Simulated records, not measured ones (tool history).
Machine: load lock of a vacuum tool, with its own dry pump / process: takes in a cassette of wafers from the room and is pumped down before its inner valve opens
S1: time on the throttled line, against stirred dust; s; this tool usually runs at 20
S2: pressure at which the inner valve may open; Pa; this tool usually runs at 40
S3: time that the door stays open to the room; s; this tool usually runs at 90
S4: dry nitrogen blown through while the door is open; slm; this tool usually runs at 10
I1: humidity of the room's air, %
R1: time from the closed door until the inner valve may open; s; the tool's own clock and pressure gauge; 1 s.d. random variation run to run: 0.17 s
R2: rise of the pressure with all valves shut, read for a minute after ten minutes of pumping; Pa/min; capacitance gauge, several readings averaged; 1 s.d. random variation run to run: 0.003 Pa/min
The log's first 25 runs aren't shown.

{"run": 26, "day": 224.375, "S1": 20, "S2": 73, "S3": 90, "S4": 4, "I1": 44.9, "R1": 42.9, "R2": 0.23}
{"run": 27, "day": 231.879, "S1": 20, "S2": 73, "S3": 90, "S4": 4, "I1": 44.9, "R1": 42.6, "R2": 0.233}
{"run": 28, "day": 239.817, "S1": 12, "S2": 77, "S3": 86, "S4": 6, "I1": 46.1, "R1": 37.0, "R2": 0.239}
{"run": 29, "day": 250.575, "S1": 14, "S2": 77, "S3": 86, "S4": 12, "I1": 47.8, "R1": 38.2, "R2": 0.238}
{"run": 30, "day": 260.533, "S1": 14, "S2": 77, "S3": 86, "S4": 12, "I1": 45.6, "R1": 38.5, "R2": 0.243}
{"run": 31, "day": 271.388, "S1": 11, "S2": 61, "S3": 86, "S4": 26, "I1": 48.4, "R1": 37.0, "R2": 0.239}
{"run": 32, "day": 278.558, "S1": 13, "S2": 40, "S3": 39, "S4": 10, "I1": 44.9, "R1": 39.8, "R2": 0.231}
{"run": 33, "day": 287.242, "S1": 33, "S2": 40, "S3": 48, "S4": 10, "I1": 41.6, "R1": 55.0, "R2": 0.243}
{"run": 34, "day": 297.642, "S1": 18, "S2": 31, "S3": 227, "S4": 10, "I1": 41.2, "R1": 45.1, "R2": 0.276}
{"run": 35, "day": 309.225, "S1": 35, "S2": 31, "S3": 28, "S4": 10, "I1": 46.5, "R1": 57.2, "R2": 0.253}
{"run": 36, "day": 319.517, "S1": 35, "S2": 31, "S3": 28, "S4": 38, "I1": 45.8, "R1": 57.5, "R2": 0.248}
{"run": 37, "day": 329.05, "S1": 15, "S2": 64, "S3": 78, "S4": 15, "I1": 44.9, "R1": 40.3, "R2": 0.277}

Branching from run 37: 3 alternative next runs. What would each branch give?
{"run": "A", "day": 337.879, "S1": 36, "S2": 38, "S3": 90, "S4": 30, "I1": 42.6, "R1": "?", "R2": "?"}
{"run": "B", "day": 337.879, "S1": 23, "S2": 64, "S3": 213, "S4": 4, "I1": 44.7, "R1": "?", "R2": "?"}
{"run": "C", "day": 337.879, "S1": 15, "S2": 64, "S3": 92, "S4": 15, "I1": 45.3, "R1": "?", "R2": "?"}

run=A R1=57.4 R2=0.266
run=B R1=46.0 R2=0.315
run=C R1=40.1 R2=0.289
Without the tool's unlogged condition, the same runs would have read:
run=A R1=55.0 R2=0.036
run=B R1=43.5 R2=0.085
run=C R1=37.4 R2=0.054

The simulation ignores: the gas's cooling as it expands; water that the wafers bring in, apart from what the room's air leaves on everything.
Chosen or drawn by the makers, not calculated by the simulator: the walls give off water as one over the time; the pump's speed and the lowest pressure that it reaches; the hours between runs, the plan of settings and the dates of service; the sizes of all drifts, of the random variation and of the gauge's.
